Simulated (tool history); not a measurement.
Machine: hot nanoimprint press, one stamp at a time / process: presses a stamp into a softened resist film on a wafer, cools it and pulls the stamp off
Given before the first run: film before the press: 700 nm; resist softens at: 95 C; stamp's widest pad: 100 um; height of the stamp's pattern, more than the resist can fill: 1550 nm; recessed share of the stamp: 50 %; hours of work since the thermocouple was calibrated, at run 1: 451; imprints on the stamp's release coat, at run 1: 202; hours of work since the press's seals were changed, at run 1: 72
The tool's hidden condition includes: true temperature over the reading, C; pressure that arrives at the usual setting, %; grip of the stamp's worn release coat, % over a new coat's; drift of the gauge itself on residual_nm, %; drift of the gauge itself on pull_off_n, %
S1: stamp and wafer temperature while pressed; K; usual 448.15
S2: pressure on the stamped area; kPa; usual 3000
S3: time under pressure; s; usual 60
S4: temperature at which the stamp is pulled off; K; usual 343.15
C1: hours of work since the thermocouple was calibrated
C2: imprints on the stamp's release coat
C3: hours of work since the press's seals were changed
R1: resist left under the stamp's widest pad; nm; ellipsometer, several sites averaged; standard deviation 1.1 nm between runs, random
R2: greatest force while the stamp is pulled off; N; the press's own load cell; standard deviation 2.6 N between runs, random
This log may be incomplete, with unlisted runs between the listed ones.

run	hour	S1	S2	S3	S4	C1	C2	C3	R1	R2
1	0.0	448.15	3000	60	343.15	451	202	72	256.8	117
2	75.1	448.15	3000	60	343.15	483	354	104	254.8	118
# hour 121.7: plate thermocouple calibrated
3	141.1	448.15	3000	60	343.15	8	481	131	255.6	122
4	196.1	448.15	3240	60	343.15	31	593	154	246.0	122
5	266.1	448.15	3000	31	343.15	61	734	183	322.1	122
6	298.1	448.15	3000	31	343.15	74	799	197	321.9	124
7	338.7	448.15	3000	31	343.15	92	881	214	322.0	123
# hour 384.0: stamp cleaned and given a new release coat
8	384.4	448.15	3000	60	343.15	108	0	231	255.6	115
9	438.8	448.15	3000	60	343.15	131	110	254	254.8	115
10	487.5	448.15	3000	60	343.15	152	209	274	255.6	123
11	534.1	448.15	3000	60	343.15	172	303	294	255.6	124
12	593.6	448.15	2080	60	343.15	197	424	319	311.0	117
13	653.7	448.15	3000	60	343.15	222	545	344	253.9	122
14	715.0	448.15	3000	60	343.15	248	669	370	256.0	120
15	768.2	448.15	3000	60	343.15	270	777	393	253.9	122
16	803.6	448.15	3000	60	346.15	285	848	408	254.0	119
# hour 863.4: stamp cleaned and given a new release coat
17	865.6	455.15	3560	65	345.15	309	4	431	168.4	120
18	915.1	448.15	3000	53	343.15	330	105	452	264.1	120
19	976.9	443.15	3010	54	343.15	356	230	478	320.7	118
20	1037.3	443.15	3010	54	343.15	381	352	504	319.9	122
21	1110.3	448.15	3000	108	343.15	412	499	535	203.3	126
22	1151.1	448.15	3000	60	330.15	429	582	552	251.7	132
23	1224.9	439.15	4800	30	335.15	461	731	583	356.8	135
24	1266.7	439.15	4800	30	335.15	478	816	601	361.0	132
25	1314.9	444.15	4800	91	335.15	498	913	621	195.5	127
# hour 1321.4: plate thermocouple calibrated
# hour 1346.5: stamp cleaned and given a new release coat
26	1395.3	444.15	4800	91	335.15	29	99	651	195.4	128
27	1427.1	444.15	4800	91	335.15	42	163	664	194.9	131
28	1479.6	444.15	4800	94	335.15	64	269	687	194.8	124
29	1526.3	448.15	3000	60	340.15	84	363	706	253.3	123
30	1589.9	448.15	3000	60	340.15	111	492	733	252.0	123
31	1634.0	448.15	3000	60	340.15	129	581	752	252.4	123

What if the next run were any one of these 3? Each begins from the tool's condition after run 31:
A	1675.8	451.15	3000	60	343.15	147	666	769	?	?
B	1675.8	450.15	2630	60	344.15	147	666	769	?	?
C	1675.8	448.15	3000	60	339.15	147	666	769	?	?

run	R1	R2
A	222.7	119
B	250.0	122
C	251.8	126
Without the tool's unlogged condition, the same runs would have read:
run	R1	R2
A	227.2	118
B	255.1	120
C	256.9	124

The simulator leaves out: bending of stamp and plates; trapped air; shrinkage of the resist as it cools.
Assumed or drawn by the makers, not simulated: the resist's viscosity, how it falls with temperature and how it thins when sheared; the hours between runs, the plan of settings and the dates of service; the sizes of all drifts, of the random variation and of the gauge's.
